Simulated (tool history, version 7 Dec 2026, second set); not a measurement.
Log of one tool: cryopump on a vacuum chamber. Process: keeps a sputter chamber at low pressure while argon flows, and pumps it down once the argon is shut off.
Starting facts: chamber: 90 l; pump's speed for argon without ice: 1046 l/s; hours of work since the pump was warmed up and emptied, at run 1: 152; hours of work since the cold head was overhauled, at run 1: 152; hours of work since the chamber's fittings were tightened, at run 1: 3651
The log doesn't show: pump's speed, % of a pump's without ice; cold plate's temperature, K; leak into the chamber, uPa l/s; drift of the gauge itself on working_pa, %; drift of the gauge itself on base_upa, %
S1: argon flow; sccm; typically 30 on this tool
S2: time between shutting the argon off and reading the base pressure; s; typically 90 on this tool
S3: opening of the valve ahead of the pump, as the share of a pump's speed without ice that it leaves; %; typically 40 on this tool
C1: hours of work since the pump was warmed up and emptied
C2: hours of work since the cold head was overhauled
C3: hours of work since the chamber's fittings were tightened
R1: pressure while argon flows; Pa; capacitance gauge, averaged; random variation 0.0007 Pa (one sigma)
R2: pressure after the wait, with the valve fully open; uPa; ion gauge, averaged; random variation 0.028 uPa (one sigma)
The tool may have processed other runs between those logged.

run	hour	S1	S2	S3	C1	C2	C3	R1	R2
1	0.0	30	90	40	152	152	3651	0.1216	4.90
2	13.5	30	90	40	158	158	3657	0.1223	4.97
3	25.0	30	90	16	162	162	3661	0.3042	5.00
4	35.7	30	90	16	167	167	3666	0.3040	4.89
5	45.7	30	90	52	171	171	3670	0.0937	4.86
6	59.8	30	90	52	176	176	3675	0.0949	4.93
7	67.7	30	90	52	179	179	3679	0.0953	4.92
# hour 73.5: leaking fittings of the chamber tightened, without venting
8	79.8	30	90	15	184	184	3	0.3269	1.32
9	90.1	30	90	40	188	188	7	0.1229	1.39
10	102.5	30	90	40	193	193	12	0.1225	1.40
11	112.1	30	90	40	196	196	15	0.1227	1.45
12	125.1	30	90	40	202	202	21	0.1232	1.40
13	136.2	30	90	40	206	206	25	0.1233	1.38
14	149.4	19	43	40	211	211	30	0.0777	2.56
15	163.9	19	43	40	217	217	36	0.0773	2.55
16	177.6	13	90	30	223	223	42	0.0705	1.38
17	186.6	15	34	35	226	226	45	0.0702	3.19
18	195.4	54	26	40	230	230	49	0.2221	3.99
19	208.5	54	22	40	235	235	54	0.2223	4.66
20	218.2	17	22	45	239	239	58	0.0620	4.79
21	224.9	12	24	19	242	242	61	0.1042	4.40
22	233.5	25	31	25	245	245	64	0.1635	3.42
23	240.6	25	31	25	248	248	67	0.1643	3.45
24	255.1	23	90	40	254	254	73	0.0950	1.44
25	264.5	14	90	40	257	257	76	0.0586	1.44
26	272.0	14	90	40	260	260	79	0.0568	1.47

Predict each of these 4 candidate next runs independently; none follows another, all start after run 26:
A	285.3	14	87	25	266	266	85	?	?
B	285.3	35	90	40	266	266	85	?	?
C	285.3	26	90	40	266	266	85	?	?
D	285.3	14	260	34	266	266	85	?	?

run	R1	R2
A	0.0924	1.43
B	0.1452	1.49
C	0.1078	1.44
D	0.0680	0.81
With no hidden state in the tool, these same runs would have given:
run	R1	R2
A	0.0911	1.30
B	0.1420	1.36
C	0.1055	1.32
D	0.0667	0.68
